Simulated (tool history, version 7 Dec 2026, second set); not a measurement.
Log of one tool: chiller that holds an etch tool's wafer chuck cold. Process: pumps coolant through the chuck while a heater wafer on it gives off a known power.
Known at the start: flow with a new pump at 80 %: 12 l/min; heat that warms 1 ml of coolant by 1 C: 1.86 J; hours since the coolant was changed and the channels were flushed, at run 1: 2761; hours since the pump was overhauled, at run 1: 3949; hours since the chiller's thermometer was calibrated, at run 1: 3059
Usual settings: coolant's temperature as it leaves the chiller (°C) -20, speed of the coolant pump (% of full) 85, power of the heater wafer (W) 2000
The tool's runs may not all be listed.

run,hour,coolant's temperature as it leaves the chiller (°C),speed of the coolant pump (% of full),power of the heater wafer (W),hours since the coolant was changed and the channels were flushed,hours since the pump was overhauled,hours since the chiller's thermometer was calibrated,chuck's temperature once it has settled (°C),how much warmer the coolant comes back (C)
1,0.0,-20,85,2000,2761,3949,3059,6.9,5.63
2,52.5,-27,85,2000,2813,4002,3112,0.1,5.63
3,166.3,-27,85,2000,2927,4115,3226,0.4,5.68
4,258.1,-20,85,2000,3019,4207,3317,7.3,5.75
5,387.0,-20,85,2000,3148,4336,3446,7.7,5.68
6,518.0,-20,85,2000,3279,4467,3577,7.9,5.70
7,586.7,-19,85,2000,3347,4536,3646,9.2,5.74
8,685.2,-19,85,2000,3446,4634,3744,9.4,5.72
9,743.2,-19,85,2000,3504,4692,3802,9.5,5.80
# hour 790.2: chiller's thermometer calibrated
10,843.4,-30,85,2000,3603,4792,53,-1.0,5.80
11,910.8,-30,97,2000,3671,4859,121,-3.2,5.03
12,1013.8,-30,97,2000,3774,4962,224,-3.1,5.01
13,1077.5,-20,85,2000,3837,5026,287,9.4,5.86
# hour 1148.4: coolant changed, channels flushed
14,1181.6,-20,85,2000,33,5124,385,6.2,5.87
# hour 1277.7: chiller's thermometer calibrated, once more
15,1287.2,-20,85,2000,138,5228,9,5.0,5.86
16,1368.5,-11,85,2000,219,5310,91,14.1,5.86
17,1454.8,-11,63,2000,305,5396,177,20.2,8.19
18,1542.9,-24,66,1108,393,5484,265,-7.1,4.30
19,1619.2,-24,66,1108,470,5560,342,-7.0,4.35
20,1701.9,-18,71,2437,552,5643,424,17.5,8.77
21,1779.2,-15,71,2020,630,5720,502,14.8,7.36
22,1849.0,-20,78,2020,700,5790,571,7.7,6.62
23,1925.6,-20,78,2020,776,5867,648,7.8,6.64
24,2056.1,-20,98,2050,907,5997,778,4.1,5.26
25,2113.7,-20,98,2050,964,6055,836,4.3,5.31
26,2174.2,-13,71,2050,1025,6115,897,17.7,7.54
27,2289.0,-12,77,1625,1140,6230,1011,11.4,5.47
28,2410.8,-19,65,2000,1261,6352,1133,13.3,8.13
29,2529.9,-25,75,1105,1381,6471,1252,-8.5,3.83
30,2607.9,-20,65,1213,1459,6549,1330,0.1,4.97
31,2668.2,-20,80,1745,1519,6609,1391,4.9,5.73

The same runs without the tool's hidden state, with the same run-to-run variation:
The hidden state here: heat passed by the chuck's channels, % of clean ones'; flow at a given pump speed, % of a new pump's; coolant's true temperature over the reading, C; drift of the gauge itself on chuck_c, C; drift of the gauge itself on warmer_back_c, C.
run,chuck's temperature once it has settled (°C),how much warmer the coolant comes back (C)
1,2.2,5.03
2,-4.7,5.02
3,-4.6,5.05
4,2.1,5.09
5,2.3,5.00
6,2.3,5.00
7,3.4,5.03
8,3.4,4.99
9,3.4,5.06
10,-7.8,5.04
11,-9.6,4.36
12,-9.6,4.32
13,2.3,5.06
14,2.3,5.05
15,2.4,5.02
16,11.3,5.00
17,16.5,6.98
18,-9.2,3.65
19,-9.2,3.68
20,13.0,7.40
21,10.9,6.20
22,3.9,5.57
23,3.9,5.57
24,0.5,4.40
25,0.6,4.43
26,13.0,6.27
27,7.6,4.53
28,7.9,6.71
29,-11.5,3.14
30,-3.6,4.07
31,0.3,4.69

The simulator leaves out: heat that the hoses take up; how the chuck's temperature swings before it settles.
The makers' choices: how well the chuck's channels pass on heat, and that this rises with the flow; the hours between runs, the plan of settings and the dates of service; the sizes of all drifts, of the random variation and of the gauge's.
